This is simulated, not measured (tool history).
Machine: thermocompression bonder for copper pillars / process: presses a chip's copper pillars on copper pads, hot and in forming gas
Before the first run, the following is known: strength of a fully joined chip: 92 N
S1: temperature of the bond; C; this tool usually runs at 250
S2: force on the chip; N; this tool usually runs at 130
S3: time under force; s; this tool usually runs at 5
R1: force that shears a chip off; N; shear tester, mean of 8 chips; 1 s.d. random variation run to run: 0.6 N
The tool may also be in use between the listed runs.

Run 1, hour 0: usual settings. Result: R1 27.6 N.
Run 2, hour 28.5: usual settings. Result: R1 27.5 N.
Run 3, hour 60.9: usual settings. Result: R1 27.2 N.
Run 4, hour 84.6: usual settings but S2 171 N. Result: R1 33.8 N.
Run 5, hour 100.3: usual settings but S2 171 N. Result: R1 33.7 N.
Run 6, hour 121.8: usual settings but S2 171 N. Result: R1 34.2 N.
Run 7, hour 141.6: usual settings but S2 123 N. Result: R1 26 N.
Run 8, hour 170.7: usual settings but S2 123 N. Result: R1 24.2 N.
Run 9, hour 186.7: usual settings but S3 3 s. Result: R1 20.4 N.
Run 10, hour 217.9: usual settings but S3 6 s. Result: R1 27.7 N.
Run 11, hour 245.2: usual settings but S3 6 s. Result: R1 27.2 N.
Run 12, hour 277.5: usual settings but S1 229 C, S3 6 s. Result: R1 18.3 N.
Run 13, hour 300.6: usual settings but S1 229 C, S3 6 s. Result: R1 17.6 N.
Run 14, hour 325.3: usual settings but S1 229 C, S2 119 N, S3 8 s. Result: R1 17.5 N.
Run 15, hour 358.2: usual settings but S1 229 C, S2 119 N, S3 8 s. Result: R1 18.1 N.
Run 16, hour 376.2: usual settings but S2 174 N, S3 14 s. Result: R1 47 N.
Run 17, hour 404: usual settings but S2 174 N, S3 14 s. Result: R1 47.1 N.
At hour 410.3: forming gas filter changed.
Run 18, hour 426.2: usual settings but S1 260 C, S2 170 N, S3 3 s. Result: R1 32.7 N.

What does the tool deliver on the next run?
Run 19, hour 440.4: usual settings but S1 260 C, S2 170 N, S3 3 s. Result: R1 ?.

{"run 19": {"R1": 31.9}}
Had the tool carried no hidden state, the very same run would have given R1 40.2 N.
